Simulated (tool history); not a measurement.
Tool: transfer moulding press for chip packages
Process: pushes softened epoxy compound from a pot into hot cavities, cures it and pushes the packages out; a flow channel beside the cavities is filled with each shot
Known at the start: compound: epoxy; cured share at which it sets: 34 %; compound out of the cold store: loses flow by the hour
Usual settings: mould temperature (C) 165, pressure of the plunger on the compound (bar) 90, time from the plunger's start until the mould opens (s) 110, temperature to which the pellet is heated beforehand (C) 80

| run | hour | mould temperature (C) | pressure of the plunger on the compound (bar) | time from the plunger's start until the mould opens (s) | temperature to which the pellet is heated beforehand (C) | incoming compound's hours out of the cold store | length that the compound runs in the flow channel (mm) | greatest force on the pins that push the packages out (N) |
|---|---|---|---|---|---|---|---|---|
| 1 | 0 | 165 | 90 | 110 | 80 | 42 | 436 | 471 |
|  | 21.9 | cavities cleaned with cleaning compound and waxed |
| 2 | 21.9 | 167 | 90 | 110 | 80 | 18.2 | 479 | 558 |
|  | 34.4 | plunger's sealing rings changed |
| 3 | 52.4 | 165 | 90 | 110 | 80 | 24.8 | 515 | 584 |
|  | 84 | cavities cleaned with cleaning compound and waxed |
| 4 | 84 | 165 | 90 | 110 | 80 | 46.5 | 463 | 319 |
|  | 107.4 | cavities cleaned with cleaning compound and waxed, once more |
| 5 | 113.1 | 165 | 90 | 110 | 80 | 24.3 | 519 | 387 |
| 6 | 132.6 | 165 | 90 | 110 | 80 | 18.6 | 530 | 465 |
| 7 | 150.2 | 165 | 90 | 110 | 80 | 30.7 | 488 | 480 |
|  | 166.6 | cavities cleaned with cleaning compound and waxed |
| 8 | 175.2 | 165 | 90 | 110 | 80 | 39.7 | 472 | 399 |
| 9 | 194.6 | 165 | 90 | 134 | 80 | 40.5 | 474 | 412 |
|  | 226.7 | cavities cleaned with cleaning compound and waxed |
| 10 | 234.1 | 165 | 90 | 134 | 80 | 43.1 | 456 | 330 |
| 11 | 254.9 | 165 | 90 | 134 | 80 | 16.7 | 517 | 408 |
|  | 286 | cavities cleaned with cleaning compound and waxed |
| 12 | 287.1 | 165 | 90 | 95 | 80 | 28.7 | 484 | 460 |
| 13 | 310.3 | 165 | 90 | 95 | 80 | 27.2 | 485 | 584 |
|  | 330.4 | mould's thermocouples calibrated |
| 14 | 339.2 | 165 | 90 | 110 | 80 | 23.1 | 491 | 477 |
|  | 347.6 | cavities cleaned with cleaning compound and waxed |
| 15 | 371.9 | 165 | 90 | 110 | 80 | 35.4 | 466 | 421 |
| 16 | 400.9 | 165 | 90 | 119 | 80 | 30.3 | 468 | 445 |
|  | 407 | cavities cleaned with cleaning compound and waxed |
| 17 | 420.2 | 167 | 77.4 | 110 | 80 | 8.3 | 474 | 376 |
| 18 | 441.4 | 163 | 77.4 | 128 | 77 | 17.2 | 458 | 422 |
|  | 467 | cavities cleaned with cleaning compound and waxed |
| 19 | 469.3 | 163 | 77.4 | 128 | 77 | 36.1 | 411 | 316 |

Run 20 comes next. What will it give?
| 20 | 491 | 163 | 69.7 | 128 | 77 | 43.4 | ? | ? |

Run 20 gave length that the compound runs in the flow channel (mm) 378, greatest force on the pins that push the packages out (N) 397.
Without the tool's hidden state the same run would have given length that the compound runs in the flow channel (mm) 416, greatest force on the pins that push the packages out (N) 291.
